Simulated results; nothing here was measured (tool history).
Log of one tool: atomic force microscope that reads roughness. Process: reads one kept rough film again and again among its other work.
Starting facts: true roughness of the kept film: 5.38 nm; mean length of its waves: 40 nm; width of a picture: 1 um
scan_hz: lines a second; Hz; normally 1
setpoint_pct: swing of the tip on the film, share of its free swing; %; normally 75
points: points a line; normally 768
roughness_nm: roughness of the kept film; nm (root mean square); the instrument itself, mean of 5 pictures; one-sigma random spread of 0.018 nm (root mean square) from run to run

{"run": 1, "hour": 0.0, "scan_hz": 1, "setpoint_pct": 75, "points": 768, "roughness_nm": 3.725}
{"run": 2, "hour": 9.5, "scan_hz": 1, "setpoint_pct": 75, "points": 768, "roughness_nm": 3.688}
{"run": 3, "hour": 26.8, "scan_hz": 1, "setpoint_pct": 75, "points": 967, "roughness_nm": 3.607}
{"run": 4, "hour": 38.7, "scan_hz": 1, "setpoint_pct": 85, "points": 768, "roughness_nm": 3.375}
{"hour": 40.5, "done": "new tip fitted"}
{"run": 5, "hour": 53.5, "scan_hz": 1, "setpoint_pct": 75, "points": 575, "roughness_nm": 4.339}
{"run": 6, "hour": 72.5, "scan_hz": 1, "setpoint_pct": 75, "points": 350, "roughness_nm": 4.186}
{"run": 7, "hour": 91.9, "scan_hz": 1, "setpoint_pct": 63, "points": 768, "roughness_nm": 4.254}
{"run": 8, "hour": 100.7, "scan_hz": 1, "setpoint_pct": 75, "points": 768, "roughness_nm": 4.089}
{"run": 9, "hour": 118.0, "scan_hz": 1, "setpoint_pct": 75, "points": 768, "roughness_nm": 3.981}
{"run": 10, "hour": 135.4, "scan_hz": 1.44, "setpoint_pct": 75, "points": 768, "roughness_nm": 3.787}
{"run": 11, "hour": 149.7, "scan_hz": 1.18, "setpoint_pct": 59, "points": 288, "roughness_nm": 3.917}
{"run": 12, "hour": 170.3, "scan_hz": 1.58, "setpoint_pct": 82, "points": 291, "roughness_nm": 3.406}
{"run": 13, "hour": 190.6, "scan_hz": 1.6, "setpoint_pct": 82, "points": 291, "roughness_nm": 3.311}
{"run": 14, "hour": 201.9, "scan_hz": 1.6, "setpoint_pct": 89, "points": 385, "roughness_nm": 3.116}
{"run": 15, "hour": 216.1, "scan_hz": 3.46, "setpoint_pct": 62, "points": 694, "roughness_nm": 3.372}

A few steps of roughness_nm between consecutive runs. Split each: what settings, incoming material and random variation would produce without the hidden state, and what is left over for the hidden state, along with gauge scatter present in only one of the two compared results (measured, and without hidden state):
The tool's hidden condition here consists of: radius of the tip, nm; height scale over the true one, %; drift of the gauge itself on roughness_nm, %.
Run 4 -> 5: setpoint_pct 85 -> 75, points 768 -> 575, new tip fitted. roughness_nm +0.964 nm (root mean square): hidden state +0.714, all else +0.25.
